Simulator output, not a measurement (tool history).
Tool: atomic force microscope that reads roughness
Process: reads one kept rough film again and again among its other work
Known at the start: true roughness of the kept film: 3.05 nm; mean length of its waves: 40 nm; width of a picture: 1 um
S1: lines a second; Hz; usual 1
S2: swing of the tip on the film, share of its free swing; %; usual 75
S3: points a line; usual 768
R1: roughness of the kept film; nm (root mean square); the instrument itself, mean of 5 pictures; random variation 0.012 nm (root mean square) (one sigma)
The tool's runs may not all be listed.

Run 1, hour 0: usual settings. Result: R1 2.668 nm (root mean square).
Run 2, hour 11.4: usual settings. Result: R1 2.639 nm (root mean square).
Run 3, hour 18.8: usual settings. Result: R1 2.606 nm (root mean square).
Run 4, hour 28.6: usual settings. Result: R1 2.586 nm (root mean square).
At hour 34.4: new tip fitted.
Run 5, hour 38.3: usual settings but S2 88 %. Result: R1 2.769 nm (root mean square).
Run 6, hour 51.3: usual settings but S2 88 %, S3 271. Result: R1 2.708 nm (root mean square).
Run 7, hour 61.8: usual settings but S2 87 %. Result: R1 2.71 nm (root mean square).
Run 8, hour 67.5: usual settings but S2 87 %. Result: R1 2.658 nm (root mean square).
Run 9, hour 73.3: usual settings but S2 87 %. Result: R1 2.674 nm (root mean square).
Run 10, hour 80.2: usual settings but S1 0.93 Hz. Result: R1 2.694 nm (root mean square).
Run 11, hour 87.3: usual settings but S1 0.93 Hz. Result: R1 2.681 nm (root mean square).
Run 12, hour 98.6: usual settings but S1 2.91 Hz. Result: R1 2.54 nm (root mean square).
Run 13, hour 106.7: usual settings but S1 2.91 Hz. Result: R1 2.522 nm (root mean square).
Run 14, hour 121: usual settings but S1 2.91 Hz. Result: R1 2.49 nm (root mean square).
At hour 122.5: new tip fitted.
Run 15, hour 135.5: usual settings but S2 67 %, S3 787. Result: R1 2.821 nm (root mean square).
Run 16, hour 146.7: usual settings but S1 3.38 Hz, S2 70 %, S3 801. Result: R1 2.651 nm (root mean square).
Run 17, hour 158.6: usual settings but S1 0.89 Hz, S2 64 %, S3 878. Result: R1 2.74 nm (root mean square).
Run 18, hour 164.6: usual settings but S1 0.89 Hz, S2 64 %, S3 357. Result: R1 2.716 nm (root mean square).
Run 19, hour 172.7: usual settings but S1 0.89 Hz, S2 64 %, S3 357. Result: R1 2.691 nm (root mean square).
Run 20, hour 180.4: usual settings but S1 1.23 Hz, S3 479. Result: R1 2.649 nm (root mean square).

Forecast run 21:
Run 21, hour 187.8: usual settings but S1 1.42 Hz, S3 291. Result: R1 ?.

Run 21 gave R1 2.604 nm (root mean square).
Without the tool's hidden state the same run would have given R1 2.802 nm (root mean square).

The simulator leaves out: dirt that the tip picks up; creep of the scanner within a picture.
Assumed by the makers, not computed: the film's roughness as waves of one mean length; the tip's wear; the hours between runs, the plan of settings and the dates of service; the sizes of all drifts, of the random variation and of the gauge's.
